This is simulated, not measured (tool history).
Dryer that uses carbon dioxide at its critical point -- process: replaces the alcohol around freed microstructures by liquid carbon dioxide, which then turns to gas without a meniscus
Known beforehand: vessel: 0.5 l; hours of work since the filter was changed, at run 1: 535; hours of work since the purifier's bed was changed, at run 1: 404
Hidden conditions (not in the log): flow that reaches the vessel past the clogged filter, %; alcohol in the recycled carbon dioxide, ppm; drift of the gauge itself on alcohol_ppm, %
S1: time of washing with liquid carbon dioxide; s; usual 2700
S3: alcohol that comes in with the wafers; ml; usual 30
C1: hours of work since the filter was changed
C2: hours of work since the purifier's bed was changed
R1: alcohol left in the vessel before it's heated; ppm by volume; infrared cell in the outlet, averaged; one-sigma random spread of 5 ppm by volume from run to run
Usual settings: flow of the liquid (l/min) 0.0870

Run 1, day 0.000: usual settings; C1 535; C2 404. Result: R1 195 ppm by volume.
Run 2, day 2.717: usual settings; C1 563; C2 432. Result: R1 198 ppm by volume.
At day 3.162: inlet filter changed.
Run 3, day 4.433: usual settings but S3 108 ml; C1 13; C2 449. Result: R1 262 ppm by volume.
Run 4, day 6.733: usual settings but flow of the liquid (l/min) 0.0962; C1 37; C2 473. Result: R1 130 ppm by volume.
Run 5, day 8.821: usual settings but flow of the liquid (l/min) 0.0962; C1 58; C2 494. Result: R1 141 ppm by volume.
Run 6, day 10.404: usual settings but S1 2100 s, flow of the liquid (l/min) 0.0962; C1 75; C2 510. Result: R1 252 ppm by volume.
Run 7, day 12.467: usual settings; C1 96; C2 532. Result: R1 183 ppm by volume.
Run 8, day 15.250: usual settings; C1 125; C2 560. Result: R1 179 ppm by volume.
Run 9, day 18.108: usual settings but S3 21 ml; C1 154; C2 590. Result: R1 190 ppm by volume.
Run 10, day 19.975: usual settings but S3 21 ml; C1 173; C2 609. Result: R1 185 ppm by volume.
Run 11, day 22.208: usual settings but S1 2340 s; C1 196; C2 632. Result: R1 291 ppm by volume.
Run 12, day 23.596: usual settings but S1 3360 s, flow of the liquid (l/min) 0.0952, S3 27 ml; C1 211; C2 647. Result: R1 162 ppm by volume.
Run 13, day 25.162: usual settings but S1 3360 s, flow of the liquid (l/min) 0.0952, S3 27 ml; C1 227; C2 663. Result: R1 172 ppm by volume.
Run 14, day 27.208: usual settings but S1 3480 s, flow of the liquid (l/min) 0.0952, S3 51 ml; C1 248; C2 684. Result: R1 172 ppm by volume.
Run 15, day 28.954: usual settings but S1 3480 s, flow of the liquid (l/min) 0.0952, S3 51 ml; C1 266; C2 702. Result: R1 174 ppm by volume.

Alternative continuations, all from the tool just after run 15; predict every row:
Run A, day 30.358: usual settings but S1 2160 s, flow of the liquid (l/min) 0.0904, S3 51 ml; C1 281; C2 716. Result: R1 ?.
Run B, day 30.358: usual settings but S1 3120 s, flow of the liquid (l/min) 0.1415; C1 281; C2 716. Result: R1 ?.
Run C, day 30.358: usual settings but S3 25 ml; C1 281; C2 716. Result: R1 ?.
Run D, day 30.358: usual settings but S1 2160 s, flow of the liquid (l/min) 0.0808, S3 36 ml; C1 281; C2 716. Result: R1 ?.

run   R1
  A  500
  B  176
  C  219
  D  599
Without the tool's unlogged condition, the same runs would have read:
run   R1
  A  215
  B    4
  C   30
  D  300
